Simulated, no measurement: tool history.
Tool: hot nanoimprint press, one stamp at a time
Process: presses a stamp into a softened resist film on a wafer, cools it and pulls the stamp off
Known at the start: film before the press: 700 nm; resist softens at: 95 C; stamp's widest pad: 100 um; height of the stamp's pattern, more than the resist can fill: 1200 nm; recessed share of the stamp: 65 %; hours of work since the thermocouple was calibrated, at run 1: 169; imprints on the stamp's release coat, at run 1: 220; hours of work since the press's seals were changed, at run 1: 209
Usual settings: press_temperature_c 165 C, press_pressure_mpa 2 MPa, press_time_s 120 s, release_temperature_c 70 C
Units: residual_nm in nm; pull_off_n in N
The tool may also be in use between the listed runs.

run	day	press_temperature_c	press_pressure_mpa	press_time_s	release_temperature_c	hours of work since the thermocouple was calibrated	imprints on the stamp's release coat	hours of work since the press's seals were changed	residual_nm	pull_off_n
1	0	165	2	120	70	169	220	209	371.4	128
2	0.7	165	2	120	70	176	247	216	368.5	128
3	1.254	165	2	120	70	182	269	222	370.6	132
4	1.825	165	2	120	70	188	292	228	372.1	131
5	2.512	165	2	120	70	195	319	235	372.1	133
6	2.996	165	2	120	70	199	338	239	371.7	132
7	3.304	165	2	120	70	202	350	243	371.1	134
8	3.608	165	2	120	70	206	362	246	371.7	131
9	4.167	165	2	120	70	211	384	251	371.2	132
10	4.517	165	2	120	70	215	398	255	369.6	134
11	4.854	165	2	120	70	218	411	258	372.2	131
12	5.383	165	2	120	70	224	432	264	373.9	134
13	5.854	173	2.7	132	70	228	450	268	208.5	133
14	6.438	173	2.7	132	70	234	473	274	209.9	134
15	7.075	165	2	120	65	241	499	281	373.2	151
16	7.5	168	3.05	92	56	245	515	285	289.3	184
17	7.917	161	1.6	214	61	249	532	289	410.7	160
18	8.467	160	1.27	214	61	255	553	295	468.4	165
19	8.929	160	1.27	214	61	259	572	299	466.7	164
20	9.558	165	1.84	161	70	266	596	306	352.3	132
21	9.996	171	2.65	120	76	270	613	310	242.3	117
22	10.658	173	1.26	144	71	277	640	317	301.6	131

Forecast each of these 3 alternatives for the next run:
A	11.262	165	2	147	70	283	664	323	?	?
B	11.262	160	3.13	221	71	283	664	323	?	?
C	11.262	153	1.26	128	71	283	664	323	?	?

run	residual_nm	pull_off_n
A	349	134
B	314.7	133
C	624.9	132
Without the tool's hidden state the same runs would have given:
run	residual_nm	pull_off_n
A	342.5	125
B	307.3	124
C	621.2	123
